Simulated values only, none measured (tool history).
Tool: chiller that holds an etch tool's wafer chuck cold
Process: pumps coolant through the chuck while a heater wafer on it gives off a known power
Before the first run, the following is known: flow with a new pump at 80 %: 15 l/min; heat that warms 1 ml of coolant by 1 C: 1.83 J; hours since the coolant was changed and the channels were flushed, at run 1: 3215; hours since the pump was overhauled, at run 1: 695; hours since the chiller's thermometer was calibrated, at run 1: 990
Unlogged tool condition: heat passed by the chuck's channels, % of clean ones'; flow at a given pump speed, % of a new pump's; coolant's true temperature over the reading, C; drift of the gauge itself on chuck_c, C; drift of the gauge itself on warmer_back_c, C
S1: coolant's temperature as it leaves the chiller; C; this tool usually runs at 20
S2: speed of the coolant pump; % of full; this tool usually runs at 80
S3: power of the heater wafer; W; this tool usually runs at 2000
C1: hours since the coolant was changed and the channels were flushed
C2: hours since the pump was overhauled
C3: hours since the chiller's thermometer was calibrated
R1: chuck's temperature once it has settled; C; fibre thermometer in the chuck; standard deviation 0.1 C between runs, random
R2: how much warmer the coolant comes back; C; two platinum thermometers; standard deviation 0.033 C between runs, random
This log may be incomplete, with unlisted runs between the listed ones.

run	hour	S1	S2	S3	C1	C2	C3	R1	R2
1	0	20	80	2000	3215	695	990	35.7	4.42
2	77.1	12	80	2000	3292	772	1067	27.8	4.41
3	160.7	12	80	2000	3375	856	1151	27.9	4.34
4	253.3	20	80	2000	3468	949	1243	36	4.39
5	344	20	80	2000	3559	1039	1334	36.1	4.39
6	448	20	80	2000	3663	1143	1438	36	4.42
7	550.4	20	80	2000	3765	1246	1540	36.1	4.4
8	621.5	20	80	2000	3836	1317	1612	36.1	4.42
9	715.8	20	80	2000	3930	1411	1706	35.8	4.39
10	818.3	20	80	2000	4033	1513	1808	36.1	4.44
11	937.8	20	80	2000	4152	1633	1928	36.2	4.49
12	1026.9	20	80	2000	4242	1722	2017	36.1	4.48
# hour 1033.4: chiller's thermometer calibrated
13	1109.8	25	80	2000	4323	1804	76	41.2	4.46
14	1159.1	25	80	2000	4373	1853	126	41.2	4.48
15	1278.2	25	80	2000	4492	1972	245	41.3	4.48
# hour 1290.2: chiller's thermometer calibrated, once more
16	1341.5	25	80	2000	4554	2035	51	41.7	4.45
17	1425.7	25	70	1364	4638	2119	136	37.1	3.5
18	1514.9	25	60	2000	4727	2208	225	44.4	6.02
19	1592	16	89	1722	4805	2285	302	29.4	3.43
20	1689	19	79	2000	4902	2382	399	35.7	4.57
21	1807.1	19	79	2000	5020	2500	517	35.9	4.55
22	1917.9	19	79	2000	5130	2611	628	35.8	4.57
23	2007.2	20	80	1434	5220	2700	717	32.1	3.25
24	2068.2	12	75	1434	5281	2761	778	24.4	3.48
25	2177.7	20	65	1982	5390	2871	887	38.8	5.59
26	2297.2	20	65	1982	5510	2990	1007	38.6	5.54
27	2349.5	20	91	2055	5562	3043	1059	36.3	4.09
28	2414.4	20	91	2055	5627	3108	1124	36.5	4.15
29	2467.2	21	76	2055	5680	3160	1177	39	4.93
30	2531.2	12	96	1239	5744	3224	1241	21.6	2.38
31	2599.6	21	84	1092	5812	3293	1309	29.9	2.35
32	2671.2	20	73	2000	5884	3364	1381	38	5.09

Forecast each of these 4 alternatives for the next run:
A	2785.1	15	70	1982	5998	3478	1495	?	?
B	2785.1	10	88	1154	5998	3478	1495	?	?
C	2785.1	14	73	2000	5998	3478	1495	?	?
D	2785.1	20	86	2000	5998	3478	1495	?	?

run	R1	R2
A	33.4	5.16
B	19.4	2.4
C	32.1	5.04
D	36.5	4.25
What these runs would have given with no unlogged condition in the tool:
run	R1	R2
A	30.8	4.91
B	18.1	2.28
C	29.5	4.8
D	34.1	4.04

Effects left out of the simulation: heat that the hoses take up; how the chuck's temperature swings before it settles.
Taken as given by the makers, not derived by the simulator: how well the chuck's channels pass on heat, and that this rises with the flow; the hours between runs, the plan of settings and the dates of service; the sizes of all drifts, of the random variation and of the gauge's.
